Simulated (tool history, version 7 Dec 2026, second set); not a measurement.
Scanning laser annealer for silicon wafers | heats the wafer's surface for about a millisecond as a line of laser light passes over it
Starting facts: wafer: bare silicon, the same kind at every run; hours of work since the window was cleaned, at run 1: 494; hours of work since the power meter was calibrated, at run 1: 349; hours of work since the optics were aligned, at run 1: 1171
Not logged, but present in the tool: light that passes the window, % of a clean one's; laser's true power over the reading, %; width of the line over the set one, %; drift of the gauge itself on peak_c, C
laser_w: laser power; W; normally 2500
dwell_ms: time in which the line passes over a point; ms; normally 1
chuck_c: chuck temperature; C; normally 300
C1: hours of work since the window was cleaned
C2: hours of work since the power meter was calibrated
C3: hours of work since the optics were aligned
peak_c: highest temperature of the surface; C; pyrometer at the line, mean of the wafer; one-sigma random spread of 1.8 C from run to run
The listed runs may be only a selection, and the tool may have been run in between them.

{"run": 1, "day": 0.0, "laser_w": 2500, "dwell_ms": 1, "chuck_c": 300, "C1": 494, "C2": 349, "C3": 1171, "peak_c": 983}
{"run": 2, "day": 2.225, "laser_w": 2500, "dwell_ms": 1, "chuck_c": 300, "C1": 523, "C2": 378, "C3": 1199, "peak_c": 976}
{"run": 3, "day": 3.688, "laser_w": 2500, "dwell_ms": 1, "chuck_c": 300, "C1": 542, "C2": 397, "C3": 1218, "peak_c": 972}
{"run": 4, "day": 6.175, "laser_w": 2500, "dwell_ms": 0.82, "chuck_c": 300, "C1": 574, "C2": 429, "C3": 1250, "peak_c": 915}
{"run": 5, "day": 7.488, "laser_w": 2500, "dwell_ms": 1.21, "chuck_c": 300, "C1": 591, "C2": 446, "C3": 1267, "peak_c": 1028}
{"run": 6, "day": 10.254, "laser_w": 2500, "dwell_ms": 1.21, "chuck_c": 300, "C1": 626, "C2": 481, "C3": 1303, "peak_c": 1025}
{"run": 7, "day": 12.708, "laser_w": 2500, "dwell_ms": 1.21, "chuck_c": 300, "C1": 658, "C2": 513, "C3": 1335, "peak_c": 1022}
{"day": 13.225, "done": "window over the wafer cleaned"}
{"run": 8, "day": 14.546, "laser_w": 2500, "dwell_ms": 1.21, "chuck_c": 300, "C1": 17, "C2": 536, "C3": 1357, "peak_c": 1078}
{"run": 9, "day": 16.788, "laser_w": 2500, "dwell_ms": 1.21, "chuck_c": 300, "C1": 46, "C2": 565, "C3": 1386, "peak_c": 1076}
{"run": 10, "day": 18.475, "laser_w": 2500, "dwell_ms": 1.21, "chuck_c": 300, "C1": 68, "C2": 586, "C3": 1408, "peak_c": 1072}
{"run": 11, "day": 21.258, "laser_w": 2192, "dwell_ms": 1, "chuck_c": 300, "C1": 104, "C2": 622, "C3": 1444, "peak_c": 896}
{"run": 12, "day": 23.521, "laser_w": 2192, "dwell_ms": 1, "chuck_c": 300, "C1": 133, "C2": 652, "C3": 1473, "peak_c": 892}
{"run": 13, "day": 26.3, "laser_w": 2500, "dwell_ms": 0.97, "chuck_c": 300, "C1": 169, "C2": 687, "C3": 1509, "peak_c": 993}
{"run": 14, "day": 28.788, "laser_w": 2690, "dwell_ms": 0.97, "chuck_c": 300, "C1": 201, "C2": 720, "C3": 1541, "peak_c": 1060}
{"run": 15, "day": 30.121, "laser_w": 2500, "dwell_ms": 1.13, "chuck_c": 300, "C1": 218, "C2": 737, "C3": 1558, "peak_c": 1034}
{"run": 16, "day": 32.85, "laser_w": 2500, "dwell_ms": 1, "chuck_c": 294, "C1": 253, "C2": 772, "C3": 1594, "peak_c": 991}
{"run": 17, "day": 35.446, "laser_w": 2500, "dwell_ms": 1, "chuck_c": 294, "C1": 287, "C2": 806, "C3": 1627, "peak_c": 984}
{"day": 37.146, "done": "optics aligned, line set to its width"}
{"run": 18, "day": 38.25, "laser_w": 2500, "dwell_ms": 1, "chuck_c": 294, "C1": 320, "C2": 839, "C3": 14, "peak_c": 1008}
{"run": 19, "day": 39.696, "laser_w": 2500, "dwell_ms": 1, "chuck_c": 294, "C1": 339, "C2": 858, "C3": 33, "peak_c": 1005}
{"run": 20, "day": 40.946, "laser_w": 2500, "dwell_ms": 1, "chuck_c": 294, "C1": 355, "C2": 874, "C3": 49, "peak_c": 1006}
{"run": 21, "day": 42.292, "laser_w": 2500, "dwell_ms": 1, "chuck_c": 294, "C1": 372, "C2": 891, "C3": 66, "peak_c": 1002}
{"run": 22, "day": 44.579, "laser_w": 2500, "dwell_ms": 1, "chuck_c": 294, "C1": 402, "C2": 921, "C3": 96, "peak_c": 999}
{"run": 23, "day": 46.488, "laser_w": 2500, "dwell_ms": 1, "chuck_c": 294, "C1": 427, "C2": 945, "C3": 121, "peak_c": 1003}
{"run": 24, "day": 47.667, "laser_w": 2506, "dwell_ms": 1, "chuck_c": 300, "C1": 442, "C2": 961, "C3": 136, "peak_c": 1003}
{"run": 25, "day": 50.304, "laser_w": 2647, "dwell_ms": 1, "chuck_c": 335, "C1": 476, "C2": 995, "C3": 170, "peak_c": 1091}
{"run": 26, "day": 51.596, "laser_w": 2462, "dwell_ms": 1.15, "chuck_c": 325, "C1": 493, "C2": 1011, "C3": 186, "peak_c": 1053}
{"run": 27, "day": 53.096, "laser_w": 2232, "dwell_ms": 0.83, "chuck_c": 275, "C1": 512, "C2": 1031, "C3": 206, "peak_c": 826}
{"run": 28, "day": 54.225, "laser_w": 2578, "dwell_ms": 1, "chuck_c": 331, "C1": 527, "C2": 1045, "C3": 220, "peak_c": 1054}
{"run": 29, "day": 56.542, "laser_w": 2560, "dwell_ms": 0.93, "chuck_c": 268, "C1": 556, "C2": 1075, "C3": 250, "peak_c": 959}
{"run": 30, "day": 58.621, "laser_w": 2560, "dwell_ms": 1.23, "chuck_c": 319, "C1": 583, "C2": 1102, "C3": 277, "peak_c": 1096}
{"run": 31, "day": 61.021, "laser_w": 2181, "dwell_ms": 1.23, "chuck_c": 319, "C1": 614, "C2": 1133, "C3": 308, "peak_c": 945}
{"run": 32, "day": 62.608, "laser_w": 2312, "dwell_ms": 1, "chuck_c": 279, "C1": 635, "C2": 1153, "C3": 329, "peak_c": 894}
{"day": 64.992, "done": "window over the wafer cleaned"}
{"run": 33, "day": 65.05, "laser_w": 2164, "dwell_ms": 1.18, "chuck_c": 337, "C1": 1, "C2": 1184, "C3": 359, "peak_c": 991}
{"run": 34, "day": 66.621, "laser_w": 2164, "dwell_ms": 1.18, "chuck_c": 337, "C1": 21, "C2": 1204, "C3": 379, "peak_c": 991}
{"run": 35, "day": 68.692, "laser_w": 2164, "dwell_ms": 1.18, "chuck_c": 337, "C1": 48, "C2": 1231, "C3": 406, "peak_c": 992}
{"run": 36, "day": 69.908, "laser_w": 2164, "dwell_ms": 1.18, "chuck_c": 337, "C1": 63, "C2": 1247, "C3": 422, "peak_c": 987}
{"run": 37, "day": 71.154, "laser_w": 2658, "dwell_ms": 1.18, "chuck_c": 302, "C1": 80, "C2": 1263, "C3": 438, "peak_c": 1154}
{"run": 38, "day": 73.779, "laser_w": 2658, "dwell_ms": 1.18, "chuck_c": 302, "C1": 113, "C2": 1297, "C3": 472, "peak_c": 1148}
{"run": 39, "day": 76.067, "laser_w": 2658, "dwell_ms": 1.18, "chuck_c": 302, "C1": 143, "C2": 1326, "C3": 501, "peak_c": 1145}
{"run": 40, "day": 77.375, "laser_w": 2427, "dwell_ms": 0.91, "chuck_c": 286, "C1": 160, "C2": 1343, "C3": 518, "peak_c": 951}
{"run": 41, "day": 78.842, "laser_w": 2427, "dwell_ms": 0.91, "chuck_c": 286, "C1": 179, "C2": 1362, "C3": 537, "peak_c": 950}
{"run": 42, "day": 81.621, "laser_w": 2418, "dwell_ms": 1, "chuck_c": 301, "C1": 215, "C2": 1398, "C3": 573, "peak_c": 990}

What if the next run were any one of these 3? Each begins from the tool's condition after run 42:
{"run": "A", "day": 83.058, "laser_w": 2220, "dwell_ms": 0.78, "chuck_c": 301, "C1": 233, "C2": 1416, "C3": 592, "peak_c": "?"}
{"run": "B", "day": 83.058, "laser_w": 2418, "dwell_ms": 1.13, "chuck_c": 301, "C1": 233, "C2": 1416, "C3": 592, "peak_c": "?"}
{"run": "C", "day": 83.058, "laser_w": 2460, "dwell_ms": 0.89, "chuck_c": 301, "C1": 233, "C2": 1416, "C3": 592, "peak_c": "?"}

run=A peak_c=852
run=B peak_c=1023
run=C peak_c=967
Without the tool's hidden state the same runs would have given:
run=A peak_c=872
run=B peak_c=1050
run=C peak_c=991
